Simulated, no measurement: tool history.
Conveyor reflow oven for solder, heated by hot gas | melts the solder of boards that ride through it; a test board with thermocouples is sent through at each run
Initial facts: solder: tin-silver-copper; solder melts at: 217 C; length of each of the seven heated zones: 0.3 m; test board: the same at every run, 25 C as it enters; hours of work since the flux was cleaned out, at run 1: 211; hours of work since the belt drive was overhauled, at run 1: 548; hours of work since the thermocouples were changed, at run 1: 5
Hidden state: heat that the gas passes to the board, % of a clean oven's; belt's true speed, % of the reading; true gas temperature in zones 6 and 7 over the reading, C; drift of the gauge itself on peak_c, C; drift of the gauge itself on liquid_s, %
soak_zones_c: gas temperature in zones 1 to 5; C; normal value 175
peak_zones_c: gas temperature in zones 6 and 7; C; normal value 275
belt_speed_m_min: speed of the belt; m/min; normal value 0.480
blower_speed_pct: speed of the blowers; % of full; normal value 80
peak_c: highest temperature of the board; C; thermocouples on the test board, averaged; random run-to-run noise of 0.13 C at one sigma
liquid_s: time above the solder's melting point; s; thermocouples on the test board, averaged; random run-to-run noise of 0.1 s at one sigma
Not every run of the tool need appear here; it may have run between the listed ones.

| run | day | soak_zones_c | peak_zones_c | belt_speed_m_min | blower_speed_pct | hours of work since the flux was cleaned out | hours of work since the belt drive was overhauled | hours of work since the thermocouples were changed | peak_c | liquid_s |
|---|---|---|---|---|---|---|---|---|---|---|
| 1 | 0.000 | 175 | 275 | 0.480 | 80 | 211 | 548 | 5 | 260.8 | 62.6 |
| 2 | 0.658 | 175 | 275 | 0.480 | 80 | 222 | 560 | 17 | 260.8 | 62.5 |
| 3 | 1.150 | 175 | 275 | 0.540 | 80 | 231 | 569 | 26 | 256.8 | 53.1 |
| 4 | 1.550 | 175 | 275 | 0.480 | 80 | 238 | 576 | 33 | 260.7 | 62.6 |
| 5 | 2.212 | 175 | 264 | 0.480 | 80 | 250 | 588 | 45 | 250.7 | 56.4 |
| 6 | 2.954 | 175 | 264 | 0.480 | 80 | 263 | 601 | 58 | 250.5 | 56.4 |
|  | 3.617 | flux residue cleaned out of gas plates and filters |
| 7 | 3.783 | 175 | 279 | 0.480 | 80 | 3 | 612 | 69 | 262.4 | 63.3 |
| 8 | 4.300 | 175 | 279 | 0.480 | 80 | 12 | 621 | 78 | 262.1 | 63.2 |
| 9 | 4.646 | 175 | 275 | 0.480 | 80 | 18 | 628 | 84 | 258.6 | 61.1 |
| 10 | 5.162 | 175 | 275 | 0.480 | 78 | 28 | 637 | 94 | 258.4 | 61.0 |
| 11 | 5.775 | 175 | 275 | 0.435 | 80 | 39 | 648 | 105 | 262.0 | 70.0 |
| 12 | 6.596 | 175 | 275 | 0.480 | 80 | 53 | 662 | 119 | 258.6 | 61.0 |
| 13 | 7.108 | 175 | 275 | 0.480 | 80 | 62 | 671 | 128 | 258.5 | 61.1 |
|  | 7.600 | flux residue cleaned out of gas plates and filters, once more |
| 14 | 7.888 | 175 | 275 | 0.480 | 80 | 5 | 682 | 139 | 262.7 | 64.1 |
| 15 | 8.571 | 175 | 275 | 0.480 | 80 | 17 | 694 | 151 | 262.7 | 63.9 |
| 16 | 8.983 | 175 | 275 | 0.480 | 80 | 25 | 701 | 158 | 262.5 | 64.0 |
| 17 | 9.462 | 175 | 275 | 0.480 | 80 | 33 | 710 | 167 | 262.8 | 64.1 |
| 18 | 9.854 | 175 | 275 | 0.480 | 74 | 40 | 717 | 174 | 261.8 | 63.2 |
| 19 | 10.225 | 175 | 275 | 0.480 | 74 | 47 | 723 | 180 | 261.6 | 63.3 |
| 20 | 10.921 | 175 | 275 | 0.480 | 74 | 59 | 736 | 193 | 261.7 | 63.4 |
| 21 | 11.433 | 175 | 275 | 0.480 | 74 | 68 | 745 | 202 | 261.6 | 63.3 |
| 22 | 12.025 | 177 | 275 | 0.480 | 74 | 79 | 756 | 212 | 261.8 | 64.1 |
| 23 | 12.833 | 177 | 275 | 0.480 | 74 | 94 | 770 | 227 | 261.8 | 64.2 |
| 24 | 13.633 | 177 | 275 | 0.480 | 74 | 108 | 784 | 241 | 261.9 | 64.0 |
| 25 | 14.071 | 175 | 275 | 0.502 | 80 | 116 | 792 | 249 | 261.0 | 60.2 |
| 26 | 14.725 | 175 | 275 | 0.479 | 72 | 127 | 804 | 261 | 261.1 | 63.1 |
| 27 | 15.246 | 175 | 275 | 0.566 | 57 | 137 | 813 | 270 | 252.2 | 46.6 |
| 28 | 15.975 | 175 | 275 | 0.566 | 57 | 150 | 826 | 283 | 251.9 | 46.7 |
| 29 | 16.425 | 187 | 275 | 0.566 | 57 | 158 | 834 | 291 | 255.0 | 52.6 |
| 30 | 17.167 | 187 | 275 | 0.566 | 57 | 171 | 847 | 304 | 254.5 | 52.5 |
| 31 | 17.712 | 173 | 287 | 0.480 | 66 | 181 | 857 | 314 | 270.5 | 67.0 |

Selected run-to-run steps in peak_c, each split into two signed amounts: the part the tool would show with no hidden state at all (from settings, incoming material and random variation), and the remainder, which goes to the hidden state together with any gauge scatter not common to the measured and the hidden-state-free results:
Run 4 -> 5: peak_zones_c 275 -> 264. peak_c -10.0 C: hidden state +0.1, all else -10.1.
Run 6 -> 7: peak_zones_c 264 -> 279, flux residue cleaned out of gas plates and filters. peak_c +11.9 C: hidden state -2.1, all else +14.0.
Run 11 -> 12: belt_speed_m_min 0.435 -> 0.480. peak_c -3.4 C: hidden state -0.6, all else -2.8.
Run 13 -> 14: flux residue cleaned out of gas plates and filters, once more. peak_c +4.2 C: hidden state +4.4, all else -0.2.
Run 30 -> 31: soak_zones_c 187 -> 173, peak_zones_c 275 -> 287, belt_speed_m_min 0.566 -> 0.480, blower_speed_pct 57 -> 66. peak_c +16.0 C: hidden state -0.1, all else +16.1.
